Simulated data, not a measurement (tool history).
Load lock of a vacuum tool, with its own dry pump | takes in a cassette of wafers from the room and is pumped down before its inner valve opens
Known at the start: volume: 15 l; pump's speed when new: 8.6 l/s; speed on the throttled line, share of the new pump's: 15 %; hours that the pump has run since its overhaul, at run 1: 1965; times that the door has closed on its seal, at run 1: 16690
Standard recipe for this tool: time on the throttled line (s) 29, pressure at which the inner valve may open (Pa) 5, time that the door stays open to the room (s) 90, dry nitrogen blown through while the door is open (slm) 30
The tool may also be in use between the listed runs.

run	hour	time on the throttled line (s)	pressure at which the inner valve may open (Pa)	time that the door stays open to the room (s)	dry nitrogen blown through while the door is open (slm)	hours that the pump has run since its overhaul	times that the door has closed on its seal	incoming humidity of the room's air, %	time from the closed door until the inner valve may open (s)	rise of the pressure with all valves shut (Pa/min)
1	0	29	5	90	30	1965	16690	45	42	0.075
2	324.6	29	5	90	14	2289	17040	42.1	42.3	0.089
3	581.5	26	5	90	30	2546	17316	43.6	39.5	0.077
4	921.7	26	5	90	30	2886	17682	45.4	39.5	0.078
5	1246.6	26	5	90	30	3211	18032	41.6	39.7	0.072
6	1518.1	29	7	90	30	3483	18324	46.3	41.5	0.074
7	1771.2	29	5	90	30	3736	18596	42.5	42	0.073
8	2128.3	29	5	90	30	4093	18981	44.5	42.3	0.074
9	2469.8	47	5	90	30	4434	19348	46.4	57.6	0.077
10	2747.8	47	5	90	30	4713	19647	44.5	57.4	0.07
11	2942.4	29	5	90	30	4907	19857	47.1	42.2	0.077
12	3232.4	29	5	90	30	5197	20169	48	42.3	0.076
13	3432.4	29	5	90	30	5397	20384	44.6	42.2	0.073
14	3786.3	29	5	90	30	5751	20765	43.5	42.4	0.074
15	4198	29	6	90	30	6163	21208	43.2	41.9	0.079
16	4492.5	29	6	90	30	6457	21525	45.4	41.4	0.077
17	4708.9	29	5	90	21	6674	21758	41.8	42.2	0.079
18	5015.7	29	5	90	21	6980	22088	47.6	42.1	0.091
19	5365.3	29	6	32	4	7330	22464	49.3	41.6	0.086
20	5744.4	29	6	32	4	7709	22872	47.5	41.7	0.079
21	6136.8	29	6	32	4	8101	23294	42.5	41.6	0.069
22	6393.6	29	5	65	43	8358	23570	47.6	42.5	0.058
23	6698.9	29	9	65	43	8664	23899	44.4	41	0.058
24	6941.3	26	5	90	30	8906	24160	43.2	39.7	0.076
25	7274.1	18	10	215	9	9239	24518	42.4	31.5	0.164
# hour 7367.2: door's seal changed, seat wiped
26	7670.9	18	10	215	9	9634	326	45	31.4	0.172
27	8024.1	18	10	215	9	9987	706	43.8	31.8	0.165
28	8293.8	22	8	90	16	10257	997	44.6	35.3	0.094
29	8467.5	22	8	90	16	10431	1184	42.7	35.6	0.086
30	8776.5	29	5	39	9	10740	1516	45.1	41.8	0.071
31	9048.7	29	5	136	16	11012	1809	47.3	41.9	0.121
32	9232.9	26	5	28	30	11196	2007	46.8	39.3	0.048
33	9473.6	26	5	28	30	11437	2266	41.1	39.4	0.039
34	9641.7	28	9	90	30	11605	2447	47.8	40.2	0.077
35	9955.5	35	6	90	30	11919	2785	46.4	46.6	0.071
36	10144.9	29	5	60	30	12108	2989	44.7	42	0.06

Describe how what the log doesn't record of the tool's condition differs between the last listed run preceding each entry between runs and the first listed run following it.
After run 25, before run 26: door's seal changed, seat wiped (hour 7367.2)
  leak at the door's seal, Pa l/s: 0.0025 -> 0.002
